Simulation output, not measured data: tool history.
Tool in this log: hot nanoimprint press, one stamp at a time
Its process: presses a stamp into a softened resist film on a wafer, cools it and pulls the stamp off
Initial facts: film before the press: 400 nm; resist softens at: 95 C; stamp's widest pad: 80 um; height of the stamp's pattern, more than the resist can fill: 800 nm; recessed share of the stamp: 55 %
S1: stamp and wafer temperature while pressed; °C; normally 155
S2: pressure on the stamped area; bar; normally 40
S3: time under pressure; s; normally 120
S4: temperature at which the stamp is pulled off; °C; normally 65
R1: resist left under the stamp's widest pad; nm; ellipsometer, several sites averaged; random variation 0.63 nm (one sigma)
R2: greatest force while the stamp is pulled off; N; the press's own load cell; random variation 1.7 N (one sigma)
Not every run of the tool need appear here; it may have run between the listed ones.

| run | day | S1 | S2 | S3 | S4 | R1 | R2 |
|---|---|---|---|---|---|---|---|
| 1 | 0 | 155 | 40 | 120 | 65 | 186.9 | 229 |
| 2 | 0.354 | 155 | 40 | 120 | 65 | 184.6 | 230 |
| 3 | 0.812 | 155 | 40 | 120 | 65 | 186 | 231 |
| 4 | 1.204 | 155 | 40 | 120 | 65 | 185.8 | 228 |
| 5 | 1.529 | 155 | 40 | 120 | 65 | 185.4 | 232 |
| 6 | 1.971 | 155 | 40 | 120 | 65 | 187.6 | 232 |
| 7 | 2.4 | 155 | 40 | 120 | 65 | 187.5 | 231 |
| 8 | 2.9 | 155 | 40 | 120 | 65 | 185.3 | 232 |
| 9 | 3.275 | 155 | 26.5 | 120 | 65 | 218.3 | 229 |
| 10 | 3.746 | 155 | 26.5 | 120 | 65 | 218.3 | 227 |
| 11 | 4.042 | 155 | 26.5 | 120 | 65 | 219 | 225 |
| 12 | 4.358 | 155 | 40 | 120 | 63 | 188 | 238 |
| 13 | 4.804 | 155 | 40 | 120 | 63 | 189.2 | 235 |
| 14 | 5.121 | 146 | 58.6 | 121 | 58 | 235.8 | 248 |
| 15 | 5.45 | 157 | 59.5 | 120 | 69 | 146.7 | 223 |
| 16 | 5.788 | 155 | 40 | 144 | 65 | 175.2 | 230 |
| 17 | 6 | 145 | 40 | 144 | 69 | 260.9 | 220 |
| 18 | 6.271 | 155 | 40 | 120 | 64 | 189 | 233 |
| 19 | 6.583 | 155 | 40 | 120 | 64 | 189.6 | 231 |
|  | 6.896 | gauge calibrated |
| 20 | 7.021 | 157 | 40 | 120 | 52 | 171.6 | 265 |
| 21 | 7.229 | 157 | 40 | 120 | 52 | 171.3 | 260 |
| 22 | 7.488 | 157 | 40 | 120 | 52 | 169.8 | 262 |
| 23 | 7.846 | 157 | 40 | 225 | 73 | 131.4 | 212 |
| 24 | 8.283 | 155 | 55.1 | 136 | 60 | 154.6 | 244 |
| 25 | 8.612 | 144 | 38.7 | 95 | 57 | 299.2 | 248 |

Branching from run 25: 3 alternative next runs. What would each branch give?
| A | 8.904 | 144 | 43.6 | 95 | 57 | ? | ? |
| B | 8.904 | 155 | 55.7 | 95 | 59 | ? | ? |
| C | 8.904 | 163 | 40 | 124 | 65 | ? | ? |

| run | R1 | R2 |
|---|---|---|
| A | 289.7 | 246 |
| B | 179.1 | 245 |
| C | 133.9 | 232 |
Had the tool no hidden state, the same runs would have come out as:
| run | R1 | R2 |
|---|---|---|
| A | 287.4 | 245 |
| B | 177.6 | 245 |
| C | 132.8 | 231 |
